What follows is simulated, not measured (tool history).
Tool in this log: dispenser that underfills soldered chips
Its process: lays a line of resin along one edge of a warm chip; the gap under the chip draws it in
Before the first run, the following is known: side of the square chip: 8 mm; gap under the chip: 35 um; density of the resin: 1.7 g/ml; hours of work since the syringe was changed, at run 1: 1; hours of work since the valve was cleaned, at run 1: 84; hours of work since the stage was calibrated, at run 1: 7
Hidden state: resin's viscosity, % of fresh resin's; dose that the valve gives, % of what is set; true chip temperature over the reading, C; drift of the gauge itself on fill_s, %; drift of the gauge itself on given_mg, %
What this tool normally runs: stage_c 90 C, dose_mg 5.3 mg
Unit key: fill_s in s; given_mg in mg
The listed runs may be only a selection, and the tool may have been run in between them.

run,hour,stage_c,dose_mg,hours of work since the syringe was changed,hours of work since the valve was cleaned,hours of work since the stage was calibrated,fill_s,given_mg
1,0,90,5.3,1,84,7,157.1,4.95
2,4.3,90,5.3,5,87,11,181.3,5.01
3,10,90,5.3,9,92,15,213,4.92
# hour 11.9: new syringe of resin
4,13.8,90,6.68,1,94,18,153.3,6.21
5,16.4,90,6.68,3,96,20,162.2,6.24
6,20,105,5.41,6,99,22,127.7,5.11
7,22.7,91,5.65,8,101,24,196.6,5.26

Run 8 has not been measured yet. What should we expect?
# hour 25.9: new syringe of resin
8,27.7,91,5.65,1,104,28,?,?

Run 8 yielded fill_s 148.4 s, given_mg 5.22 mg.
Take away the tool's hidden state, keep the run-to-run variation as it was, and the same run would have given fill_s 138 s, given_mg 5.64 mg.
